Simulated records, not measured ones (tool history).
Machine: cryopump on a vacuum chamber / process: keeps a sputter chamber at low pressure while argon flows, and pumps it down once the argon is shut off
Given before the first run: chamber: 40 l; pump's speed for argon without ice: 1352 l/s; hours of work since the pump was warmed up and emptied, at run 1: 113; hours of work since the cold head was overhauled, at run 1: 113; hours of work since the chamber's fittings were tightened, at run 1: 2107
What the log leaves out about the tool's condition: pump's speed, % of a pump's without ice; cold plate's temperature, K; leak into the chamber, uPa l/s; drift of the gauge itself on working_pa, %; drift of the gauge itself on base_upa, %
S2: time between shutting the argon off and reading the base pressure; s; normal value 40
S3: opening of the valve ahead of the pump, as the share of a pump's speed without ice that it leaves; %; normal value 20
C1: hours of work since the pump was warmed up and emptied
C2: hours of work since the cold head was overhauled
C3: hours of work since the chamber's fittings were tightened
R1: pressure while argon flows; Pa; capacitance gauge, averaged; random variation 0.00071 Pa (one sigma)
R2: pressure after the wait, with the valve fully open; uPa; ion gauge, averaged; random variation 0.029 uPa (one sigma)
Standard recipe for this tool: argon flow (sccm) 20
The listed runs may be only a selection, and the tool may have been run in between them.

{"run": 1, "day": 0.0, "argon flow (sccm)": 20, "S2": 40, "S3": 20, "C1": 113, "C2": 113, "C3": 2107, "R1": 0.1262, "R2": 1.9}
{"run": 2, "day": 1.283, "argon flow (sccm)": 20, "S2": 40, "S3": 20, "C1": 127, "C2": 127, "C3": 2121, "R1": 0.1259, "R2": 1.97}
{"run": 3, "day": 2.967, "argon flow (sccm)": 20, "S2": 40, "S3": 20, "C1": 144, "C2": 144, "C3": 2138, "R1": 0.1268, "R2": 2.03}
{"run": 4, "day": 3.746, "argon flow (sccm)": 20, "S2": 40, "S3": 20, "C1": 152, "C2": 152, "C3": 2146, "R1": 0.1256, "R2": 2.04}
{"run": 5, "day": 5.108, "argon flow (sccm)": 20, "S2": 40, "S3": 20, "C1": 166, "C2": 166, "C3": 2160, "R1": 0.1259, "R2": 2.04}
{"run": 6, "day": 6.829, "argon flow (sccm)": 20, "S2": 40, "S3": 20, "C1": 184, "C2": 184, "C3": 2178, "R1": 0.1259, "R2": 1.94}
{"run": 7, "day": 8.108, "argon flow (sccm)": 20, "S2": 40, "S3": 20, "C1": 197, "C2": 197, "C3": 2191, "R1": 0.1255, "R2": 2.05}
{"run": 8, "day": 9.704, "argon flow (sccm)": 20, "S2": 40, "S3": 20, "C1": 214, "C2": 214, "C3": 2208, "R1": 0.1274, "R2": 1.98}
{"run": 9, "day": 10.875, "argon flow (sccm)": 20, "S2": 40, "S3": 20, "C1": 226, "C2": 226, "C3": 2220, "R1": 0.1265, "R2": 2}
{"run": 10, "day": 11.688, "argon flow (sccm)": 20, "S2": 40, "S3": 20, "C1": 234, "C2": 234, "C3": 2228, "R1": 0.1268, "R2": 1.95}

Run 11 has not been measured yet. What should we expect?
{"run": 11, "day": 13.371, "argon flow (sccm)": 8, "S2": 220, "S3": 39, "C1": 252, "C2": 252, "C3": 2246, "R1": "?", "R2": "?"}

R1: 0.0255 Pa
R2: 1.05 uPa
Had the tool carried no hidden state, the very same run would have given R1 0.0246 Pa, R2 0.43 uPa.
